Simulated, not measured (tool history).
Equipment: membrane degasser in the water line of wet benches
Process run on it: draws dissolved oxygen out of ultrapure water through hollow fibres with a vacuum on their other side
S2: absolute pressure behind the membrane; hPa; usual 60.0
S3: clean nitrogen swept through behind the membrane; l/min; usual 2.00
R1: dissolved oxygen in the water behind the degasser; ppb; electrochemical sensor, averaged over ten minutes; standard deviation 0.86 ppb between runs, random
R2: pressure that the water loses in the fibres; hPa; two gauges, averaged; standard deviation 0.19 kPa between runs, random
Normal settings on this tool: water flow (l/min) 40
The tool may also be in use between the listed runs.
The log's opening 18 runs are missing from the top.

{"run": 19, "hour": 727.0, "water flow (l/min)": 28, "S2": 75.2, "S3": 2.69, "R1": 106.6, "R2": 270.4}
{"run": 20, "hour": 757.6, "water flow (l/min)": 28, "S2": 75.2, "S3": 3.08, "R1": 93.5, "R2": 272.2}
{"run": 21, "hour": 811.0, "water flow (l/min)": 28, "S2": 75.2, "S3": 3.08, "R1": 94.4, "R2": 270.9}
{"run": 22, "hour": 838.9, "water flow (l/min)": 28, "S2": 75.2, "S3": 3.08, "R1": 94.0, "R2": 272.4}
{"run": 23, "hour": 891.1, "water flow (l/min)": 28, "S2": 75.2, "S3": 3.08, "R1": 94.0, "R2": 271.4}
{"run": 24, "hour": 923.8, "water flow (l/min)": 35, "S2": 125.9, "S3": 1.2, "R1": 546.9, "R2": 340.5}
{"run": 25, "hour": 949.3, "water flow (l/min)": 35, "S2": 125.9, "S3": 1.2, "R1": 547.4, "R2": 338.4}
{"run": 26, "hour": 1003.4, "water flow (l/min)": 35, "S2": 125.9, "S3": 1.2, "R1": 558.9, "R2": 339.2}
{"run": 27, "hour": 1059.8, "water flow (l/min)": 35, "S2": 41.8, "S3": 0.83, "R1": 85.5, "R2": 337.9}
{"run": 28, "hour": 1094.0, "water flow (l/min)": 35, "S2": 41.8, "S3": 0.83, "R1": 83.7, "R2": 336.6}
{"run": 29, "hour": 1136.4, "water flow (l/min)": 32, "S2": 41.8, "S3": 0.83, "R1": 77.8, "R2": 306.7}
{"run": 30, "hour": 1165.0, "water flow (l/min)": 26, "S2": 124.0, "S3": 5.64, "R1": 103.1, "R2": 248.1}
{"run": 31, "hour": 1217.5, "water flow (l/min)": 25, "S2": 124.0, "S3": 2.15, "R1": 245.5, "R2": 241.0}
{"run": 32, "hour": 1263.8, "water flow (l/min)": 30, "S2": 95.7, "S3": 2.0, "R1": 218.0, "R2": 288.4}
{"hour": 1276.5, "done": "seals of the vacuum lines changed"}
{"run": 33, "hour": 1297.5, "water flow (l/min)": 30, "S2": 95.7, "S3": 2.0, "R1": 213.5, "R2": 297.4}

Each row is a separate what-if for the run after 33, all from the same tool condition, not one after another. Results?
{"run": "A", "hour": 1337.8, "water flow (l/min)": 29, "S2": 66.0, "S3": 2.0, "R1": "?", "R2": "?"}
{"run": "B", "hour": 1337.8, "water flow (l/min)": 53, "S2": 60.0, "S3": 2.0, "R1": "?", "R2": "?"}
{"run": "C", "hour": 1337.8, "water flow (l/min)": 40, "S2": 59.8, "S3": 0.85, "R1": "?", "R2": "?"}

run=A R1=114.1 R2=278.6
run=B R1=170.7 R2=510.3
run=C R1=250.1 R2=385.3
Without the tool's hidden state the same runs would have given:
run=A R1=114.0 R2=278.6
run=B R1=170.6 R2=510.2
run=C R1=250.0 R2=385.3
